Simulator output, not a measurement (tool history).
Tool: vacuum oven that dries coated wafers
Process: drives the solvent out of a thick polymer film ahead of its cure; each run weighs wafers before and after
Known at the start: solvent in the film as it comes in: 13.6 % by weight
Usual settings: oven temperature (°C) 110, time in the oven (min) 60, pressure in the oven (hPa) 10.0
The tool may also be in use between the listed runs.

| run | hour | oven temperature (°C) | time in the oven (min) | pressure in the oven (hPa) | solvent left in the film (%) |
|---|---|---|---|---|---|
| 1 | 0.0 | 110 | 60 | 10.0 | 1.48 |
| 2 | 72.3 | 110 | 60 | 10.0 | 1.48 |
| 3 | 170.3 | 110 | 60 | 10.0 | 1.49 |
| 4 | 266.5 | 110 | 60 | 10.0 | 1.44 |
| 5 | 308.2 | 110 | 60 | 10.0 | 1.48 |
| 6 | 383.5 | 110 | 60 | 10.0 | 1.46 |
| 7 | 466.7 | 110 | 60 | 10.0 | 1.47 |
| 8 | 510.2 | 110 | 60 | 10.0 | 1.48 |
| 9 | 601.7 | 110 | 60 | 26.5 | 1.94 |
| 10 | 689.4 | 110 | 60 | 26.5 | 1.97 |
| 11 | 765.5 | 110 | 60 | 26.5 | 1.95 |
| 12 | 849.3 | 110 | 60 | 26.5 | 1.97 |
| 13 | 937.4 | 110 | 60 | 26.5 | 1.99 |
| 14 | 1018.2 | 110 | 60 | 26.5 | 1.96 |
| 15 | 1084.2 | 110 | 60 | 26.5 | 1.93 |
| 16 | 1143.2 | 110 | 60 | 10.0 | 1.45 |
| 17 | 1188.6 | 110 | 60 | 10.0 | 1.49 |
| 18 | 1263.4 | 117 | 51 | 13.9 | 1.30 |
| 19 | 1322.2 | 117 | 51 | 13.9 | 1.29 |
| 20 | 1415.9 | 123 | 30 | 8.4 | 2.04 |
| 21 | 1470.2 | 123 | 30 | 8.4 | 2.05 |
| 22 | 1570.3 | 123 | 93 | 8.4 | 0.23 |
| 23 | 1667.7 | 123 | 93 | 8.4 | 0.24 |
| 24 | 1766.6 | 107 | 38 | 39.3 | 4.20 |
| 25 | 1852.2 | 107 | 38 | 39.3 | 4.23 |
| 26 | 1919.8 | 124 | 33 | 17.2 | 1.81 |
| 27 | 2020.9 | 107 | 44 | 34.8 | 3.55 |
| 28 | 2108.7 | 125 | 60 | 37.6 | 0.95 |
| 29 | 2165.0 | 118 | 78 | 37.6 | 1.17 |
| 30 | 2231.0 | 121 | 64 | 10.2 | 0.56 |
| 31 | 2316.9 | 111 | 64 | 10.2 | 1.20 |
| 32 | 2368.7 | 116 | 64 | 10.2 | 0.83 |
| 33 | 2410.0 | 119 | 64 | 7.9 | 0.60 |

Taken out of this log: 1 entry between the listed runs. Where each belongs, and how the hidden state differs across it:
Between runs 18 and 19: oven's thermocouples calibrated (hour 1299.9)
  true wafer temperature over the reading, C: 0.02 -> 0

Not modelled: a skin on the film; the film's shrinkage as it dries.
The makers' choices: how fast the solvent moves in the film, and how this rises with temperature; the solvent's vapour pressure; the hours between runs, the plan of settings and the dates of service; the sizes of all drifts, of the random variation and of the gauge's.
